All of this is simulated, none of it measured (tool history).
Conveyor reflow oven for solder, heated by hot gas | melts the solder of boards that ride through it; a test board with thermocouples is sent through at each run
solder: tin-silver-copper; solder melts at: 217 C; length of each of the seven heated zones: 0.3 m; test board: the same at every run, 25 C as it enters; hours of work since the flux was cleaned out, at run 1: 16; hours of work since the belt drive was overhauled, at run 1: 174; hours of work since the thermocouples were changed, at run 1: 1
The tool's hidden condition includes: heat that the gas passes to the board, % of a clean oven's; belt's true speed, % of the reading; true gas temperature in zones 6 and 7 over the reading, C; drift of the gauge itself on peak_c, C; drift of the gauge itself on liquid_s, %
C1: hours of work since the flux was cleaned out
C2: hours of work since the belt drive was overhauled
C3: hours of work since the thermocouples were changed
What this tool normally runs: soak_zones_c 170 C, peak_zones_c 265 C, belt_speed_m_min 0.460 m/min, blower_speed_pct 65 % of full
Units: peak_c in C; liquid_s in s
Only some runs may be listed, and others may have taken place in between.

Run 1, hour 0.0: usual settings; C1 16; C2 174; C3 1. Result: peak_c 249.5 C, liquid_s 55.2 s.
Run 2, hour 13.5: usual settings; C1 23; C2 181; C3 7. Result: peak_c 249.2 C, liquid_s 54.3 s.
Run 3, hour 25.5: usual settings but soak_zones_c 155 C; C1 29; C2 187; C3 13. Result: peak_c 245.9 C, liquid_s 47.8 s.
Run 4, hour 36.6: usual settings but soak_zones_c 155 C; C1 34; C2 192; C3 18. Result: peak_c 246.5 C, liquid_s 47.2 s.
Run 5, hour 48.9: usual settings but soak_zones_c 155 C; C1 40; C2 198; C3 24. Result: peak_c 246.1 C, liquid_s 48.3 s.
Run 6, hour 64.4: usual settings but soak_zones_c 155 C; C1 48; C2 205; C3 32. Result: peak_c 247.2 C, liquid_s 48.1 s.
Run 7, hour 76.8: usual settings but soak_zones_c 155 C; C1 54; C2 211; C3 38. Result: peak_c 246.3 C, liquid_s 47.8 s.
Run 8, hour 92.4: usual settings; C1 61; C2 219; C3 45. Result: peak_c 248.5 C, liquid_s 54.4 s.
Run 9, hour 105.9: usual settings; C1 68; C2 225; C3 52. Result: peak_c 248.7 C, liquid_s 55.1 s.
Run 10, hour 117.5: usual settings but peak_zones_c 259 C; C1 73; C2 231; C3 57. Result: peak_c 243.7 C, liquid_s 49.6 s.
Run 11, hour 131.0: usual settings but peak_zones_c 273 C, belt_speed_m_min 0.395 m/min; C1 80; C2 238; C3 64. Result: peak_c 259.9 C, liquid_s 74.8 s.
At hour 137.1: belt drive overhauled, speed set with a stopwatch.
Run 12, hour 153.4: usual settings but peak_zones_c 273 C, belt_speed_m_min 0.395 m/min; C1 89; C2 8; C3 73. Result: peak_c 260.6 C, liquid_s 74.5 s.
Run 13, hour 164.8: usual settings but peak_zones_c 271 C; C1 94; C2 13; C3 78. Result: peak_c 254.2 C, liquid_s 58.4 s.
Run 14, hour 188.4: usual settings but peak_zones_c 255 C; C1 106; C2 25; C3 90. Result: peak_c 240.0 C, liquid_s 46.0 s.
Run 15, hour 201.4: usual settings but peak_zones_c 261 C, belt_speed_m_min 0.544 m/min, blower_speed_pct 52 % of full; C1 112; C2 31; C3 96. Result: peak_c 234.7 C, liquid_s 30.5 s.
Run 16, hour 223.9: usual settings but soak_zones_c 177 C, peak_zones_c 254 C, belt_speed_m_min 0.413 m/min, blower_speed_pct 52 % of full; C1 123; C2 42; C3 107. Result: peak_c 239.5 C, liquid_s 54.9 s.
Run 17, hour 235.4: usual settings but soak_zones_c 184 C, peak_zones_c 254 C, belt_speed_m_min 0.408 m/min, blower_speed_pct 84 % of full; C1 128; C2 48; C3 113. Result: peak_c 246.6 C, liquid_s 69.2 s.
Run 18, hour 256.6: usual settings but soak_zones_c 184 C, peak_zones_c 254 C, belt_speed_m_min 0.408 m/min, blower_speed_pct 84 % of full; C1 139; C2 58; C3 123. Result: peak_c 245.8 C, liquid_s 69.0 s.

Alternative continuations, all from the tool just after run 18; predict every row:
Run A, hour 280.8: usual settings but soak_zones_c 160 C, peak_zones_c 260 C, belt_speed_m_min 0.434 m/min; C1 150; C2 69; C3 134. Result: peak_c ?, liquid_s ?.
Run B, hour 280.8: usual settings but soak_zones_c 184 C, belt_speed_m_min 0.408 m/min, blower_speed_pct 84 % of full; C1 150; C2 69; C3 134. Result: peak_c ?, liquid_s ?.
Run C, hour 280.8: usual settings but soak_zones_c 177 C, peak_zones_c 254 C, belt_speed_m_min 0.408 m/min, blower_speed_pct 60 % of full; C1 150; C2 69; C3 134. Result: peak_c ?, liquid_s ?.
Run D, hour 280.8: usual settings but soak_zones_c 184 C, peak_zones_c 262 C, belt_speed_m_min 0.417 m/min, blower_speed_pct 59 % of full; C1 150; C2 69; C3 134. Result: peak_c ?, liquid_s ?.
Run E, hour 280.8: usual settings but soak_zones_c 184 C, peak_zones_c 254 C, belt_speed_m_min 0.498 m/min, blower_speed_pct 61 % of full; C1 150; C2 69; C3 134. Result: peak_c ?, liquid_s ?.

run  peak_c  liquid_s
  A   243.9      50.2
  B   256.8      75.9
  C   242.0      59.0
  D   249.3      67.9
  E   238.3      44.6
With the hidden condition removed and each run's random variation left untouched, the same runs would have given:
run  peak_c  liquid_s
  A   245.1      51.7
  B   257.7      76.4
  C   242.9      60.1
  D   250.2      68.6
  E   239.3      46.0

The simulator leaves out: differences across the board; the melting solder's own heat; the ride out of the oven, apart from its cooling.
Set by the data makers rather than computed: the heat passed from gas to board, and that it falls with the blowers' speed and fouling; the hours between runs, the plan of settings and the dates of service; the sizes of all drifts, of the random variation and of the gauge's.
